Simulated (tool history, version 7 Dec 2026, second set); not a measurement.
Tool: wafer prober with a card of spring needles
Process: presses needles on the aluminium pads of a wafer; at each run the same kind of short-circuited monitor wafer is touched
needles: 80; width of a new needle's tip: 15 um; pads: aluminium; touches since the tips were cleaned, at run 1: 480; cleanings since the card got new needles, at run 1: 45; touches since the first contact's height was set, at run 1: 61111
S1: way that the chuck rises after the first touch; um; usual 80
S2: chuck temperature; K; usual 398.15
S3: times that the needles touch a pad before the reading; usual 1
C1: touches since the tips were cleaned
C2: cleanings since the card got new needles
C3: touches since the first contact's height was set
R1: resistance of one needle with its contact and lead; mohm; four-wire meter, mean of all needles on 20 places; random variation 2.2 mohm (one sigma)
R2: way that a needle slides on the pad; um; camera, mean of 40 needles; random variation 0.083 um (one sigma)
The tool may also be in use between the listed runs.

{"run": 1, "hour": 0.0, "S1": 80, "S2": 398.15, "S3": 1, "C1": 480, "C2": 45, "C3": 61111, "R1": 252, "R2": 20.17}
{"hour": 9.4, "done": "tips cleaned on abrasive film"}
{"hour": 20.7, "done": "tips cleaned on abrasive film"}
{"run": 2, "hour": 20.7, "S1": 80, "S2": 309.15, "S3": 1, "C1": 0, "C2": 47, "C3": 67018, "R1": 226, "R2": 20.09}
{"hour": 30.7, "done": "tips cleaned on abrasive film"}
{"hour": 40.3, "done": "tips cleaned on abrasive film"}
{"run": 3, "hour": 40.3, "S1": 80, "S2": 304.15, "S3": 1, "C1": 0, "C2": 49, "C3": 72594, "R1": 224, "R2": 20.39}
{"hour": 50.4, "done": "tips cleaned on abrasive film"}
{"run": 4, "hour": 56.3, "S1": 80, "S2": 398.15, "S3": 1, "C1": 1707, "C2": 50, "C3": 77178, "R1": 248, "R2": 20.27}
{"hour": 60.2, "done": "tips cleaned on abrasive film"}
{"hour": 71.1, "done": "tips cleaned on abrasive film"}
{"run": 5, "hour": 71.7, "S1": 80, "S2": 398.15, "S3": 1, "C1": 171, "C2": 52, "C3": 81546, "R1": 246, "R2": 20.38}
{"hour": 76.3, "done": "height of the first contact set anew"}
{"hour": 82.1, "done": "tips cleaned on abrasive film"}
{"hour": 92.1, "done": "tips cleaned on abrasive film"}
{"run": 6, "hour": 95.7, "S1": 73, "S2": 398.15, "S3": 1, "C1": 1043, "C2": 54, "C3": 5546, "R1": 253, "R2": 18.39}
{"hour": 102.1, "done": "tips cleaned on abrasive film"}
{"hour": 112.4, "done": "tips cleaned on abrasive film"}
{"run": 7, "hour": 114.3, "S1": 73, "S2": 398.15, "S3": 1, "C1": 550, "C2": 56, "C3": 10825, "R1": 253, "R2": 18.57}
{"hour": 122.8, "done": "tips cleaned on abrasive film"}
{"hour": 132.4, "done": "tips cleaned on abrasive film"}
{"run": 8, "hour": 135.8, "S1": 73, "S2": 398.15, "S3": 1, "C1": 986, "C2": 58, "C3": 16957, "R1": 247, "R2": 18.57}
{"hour": 143.1, "done": "tips cleaned on abrasive film"}
{"hour": 152.7, "done": "tips cleaned on abrasive film"}
{"run": 9, "hour": 161.3, "S1": 73, "S2": 398.15, "S3": 1, "C1": 2477, "C2": 60, "C3": 24238, "R1": 254, "R2": 18.56}
{"hour": 162.7, "done": "tips cleaned on abrasive film"}
{"hour": 173.2, "done": "tips cleaned on abrasive film"}
{"run": 10, "hour": 178.1, "S1": 80, "S2": 398.15, "S3": 1, "C1": 1427, "C2": 62, "C3": 29033, "R1": 254, "R2": 20.23}
{"hour": 182.8, "done": "tips cleaned on abrasive film"}
{"hour": 192.9, "done": "tips cleaned on abrasive film"}
{"run": 11, "hour": 199.1, "S1": 80, "S2": 398.15, "S3": 1, "C1": 1800, "C2": 64, "C3": 35018, "R1": 250, "R2": 20.35}
{"hour": 203.2, "done": "tips cleaned on abrasive film"}
{"hour": 213.7, "done": "tips cleaned on abrasive film"}
{"run": 12, "hour": 220.4, "S1": 80, "S2": 398.15, "S3": 1, "C1": 1913, "C2": 66, "C3": 41066, "R1": 251, "R2": 20.32}
{"hour": 224.7, "done": "tips cleaned on abrasive film"}
{"hour": 234.1, "done": "tips cleaned on abrasive film"}
{"run": 13, "hour": 235.2, "S1": 80, "S2": 398.15, "S3": 1, "C1": 299, "C2": 68, "C3": 45272, "R1": 251, "R2": 20.23}
{"hour": 243.7, "done": "tips cleaned on abrasive film"}
{"hour": 254.5, "done": "tips cleaned on abrasive film"}
{"run": 14, "hour": 262.3, "S1": 80, "S2": 398.15, "S3": 1, "C1": 2247, "C2": 70, "C3": 53016, "R1": 251, "R2": 20.47}
{"hour": 264.7, "done": "tips cleaned on abrasive film"}
{"hour": 275.1, "done": "tips cleaned on abrasive film"}
{"run": 15, "hour": 279.9, "S1": 80, "S2": 398.15, "S3": 1, "C1": 1379, "C2": 72, "C3": 58035, "R1": 248, "R2": 20.32}
{"hour": 285.1, "done": "tips cleaned on abrasive film"}
{"run": 16, "hour": 291.7, "S1": 96, "S2": 379.15, "S3": 2, "C1": 1890, "C2": 73, "C3": 61396, "R1": 240, "R2": 24.15}
{"hour": 296.1, "done": "tips cleaned on abrasive film"}
{"run": 17, "hour": 304.4, "S1": 96, "S2": 379.15, "S3": 2, "C1": 2372, "C2": 74, "C3": 65018, "R1": 239, "R2": 24.36}
{"hour": 305.8, "done": "tips cleaned on abrasive film"}
{"hour": 316.2, "done": "tips cleaned on abrasive film"}
{"hour": 327.0, "done": "tips cleaned on abrasive film"}
{"run": 18, "hour": 330.2, "S1": 63, "S2": 398.15, "S3": 1, "C1": 909, "C2": 77, "C3": 72358, "R1": 255, "R2": 15.84}
{"hour": 336.4, "done": "tips cleaned on abrasive film"}
{"hour": 346.2, "done": "tips cleaned on abrasive film"}
{"run": 19, "hour": 346.2, "S1": 70, "S2": 398.15, "S3": 2, "C1": 0, "C2": 79, "C3": 76926, "R1": 249, "R2": 17.52}
{"hour": 357.6, "done": "tips cleaned on abrasive film"}
{"run": 20, "hour": 359.8, "S1": 70, "S2": 398.15, "S3": 1, "C1": 652, "C2": 80, "C3": 80804, "R1": 252, "R2": 17.63}
{"hour": 365.2, "done": "height of the first contact set anew"}
{"hour": 367.2, "done": "tips cleaned on abrasive film"}
{"run": 21, "hour": 375.7, "S1": 61, "S2": 302.15, "S3": 2, "C1": 2457, "C2": 81, "C3": 3005, "R1": 230, "R2": 15.45}
{"hour": 377.6, "done": "tips cleaned on abrasive film"}
{"hour": 387.4, "done": "tips cleaned on abrasive film"}
{"hour": 396.8, "done": "tips cleaned on abrasive film"}
{"run": 22, "hour": 402.5, "S1": 70, "S2": 323.15, "S3": 3, "C1": 1652, "C2": 84, "C3": 10623, "R1": 232, "R2": 17.66}
{"hour": 406.8, "done": "tips cleaned on abrasive film"}
{"run": 23, "hour": 415.6, "S1": 70, "S2": 346.15, "S3": 3, "C1": 2535, "C2": 85, "C3": 14370, "R1": 238, "R2": 17.67}
{"hour": 417.7, "done": "tips cleaned on abrasive film"}
{"hour": 427.9, "done": "tips cleaned on abrasive film"}
{"run": 24, "hour": 431.7, "S1": 70, "S2": 346.15, "S3": 3, "C1": 1067, "C2": 87, "C3": 18929, "R1": 240, "R2": 17.76}
{"hour": 438.3, "done": "tips cleaned on abrasive film"}
{"hour": 449.5, "done": "tips cleaned on abrasive film"}
{"run": 25, "hour": 454.0, "S1": 70, "S2": 349.15, "S3": 1, "C1": 1292, "C2": 89, "C3": 25300, "R1": 238, "R2": 17.82}
{"hour": 461.0, "done": "tips cleaned on abrasive film"}
{"hour": 470.8, "done": "tips cleaned on abrasive film"}
{"hour": 481.0, "done": "tips cleaned on abrasive film"}
{"run": 26, "hour": 481.5, "S1": 76, "S2": 379.15, "S3": 1, "C1": 153, "C2": 92, "C3": 33129, "R1": 247, "R2": 19.17}
{"hour": 491.8, "done": "tips cleaned on abrasive film"}
{"hour": 501.2, "done": "tips cleaned on abrasive film"}
{"run": 27, "hour": 505.7, "S1": 74, "S2": 348.15, "S3": 1, "C1": 1311, "C2": 94, "C3": 40051, "R1": 237, "R2": 18.66}
{"hour": 512.6, "done": "tips cleaned on abrasive film"}
{"hour": 523.3, "done": "tips cleaned on abrasive film"}
{"run": 28, "hour": 526.6, "S1": 84, "S2": 392.15, "S3": 2, "C1": 974, "C2": 96, "C3": 46007, "R1": 250, "R2": 21.27}
{"hour": 532.6, "done": "tips cleaned on abrasive film"}
{"hour": 542.2, "done": "tips cleaned on abrasive film"}
{"run": 29, "hour": 545.5, "S1": 68, "S2": 358.15, "S3": 2, "C1": 953, "C2": 98, "C3": 51387, "R1": 243, "R2": 17.42}

5 ways to go on from here, each from the tool as it stands after run 29. What would each give?
{"hour": 553.3, "done": "tips cleaned on abrasive film"}
{"run": "A", "hour": 557.8, "S1": 68, "S2": 347.15, "S3": 2, "C1": 1308, "C2": 99, "C3": 54889, "R1": "?", "R2": "?"}
{"hour": 553.3, "done": "tips cleaned on abrasive film"}
{"run": "B", "hour": 557.8, "S1": 68, "S2": 308.15, "S3": 2, "C1": 1308, "C2": 99, "C3": 54889, "R1": "?", "R2": "?"}
{"hour": 553.3, "done": "tips cleaned on abrasive film"}
{"run": "C", "hour": 557.8, "S1": 68, "S2": 351.15, "S3": 2, "C1": 1308, "C2": 99, "C3": 54889, "R1": "?", "R2": "?"}
{"hour": 553.3, "done": "tips cleaned on abrasive film"}
{"run": "D", "hour": 557.8, "S1": 75, "S2": 382.15, "S3": 2, "C1": 1308, "C2": 99, "C3": 54889, "R1": "?", "R2": "?"}
{"hour": 553.3, "done": "tips cleaned on abrasive film"}
{"run": "E", "hour": 557.8, "S1": 69, "S2": 358.15, "S3": 2, "C1": 1308, "C2": 99, "C3": 54889, "R1": "?", "R2": "?"}

run=A R1=240 R2=17.22
run=B R1=231 R2=17.22
run=C R1=240 R2=17.18
run=D R1=249 R2=18.87
run=E R1=240 R2=17.4
Without the tool's hidden state the same runs would have given:
run=A R1=239 R2=17.23
run=B R1=231 R2=17.23
run=C R1=239 R2=17.19
run=D R1=248 R2=18.88
run=E R1=240 R2=17.41
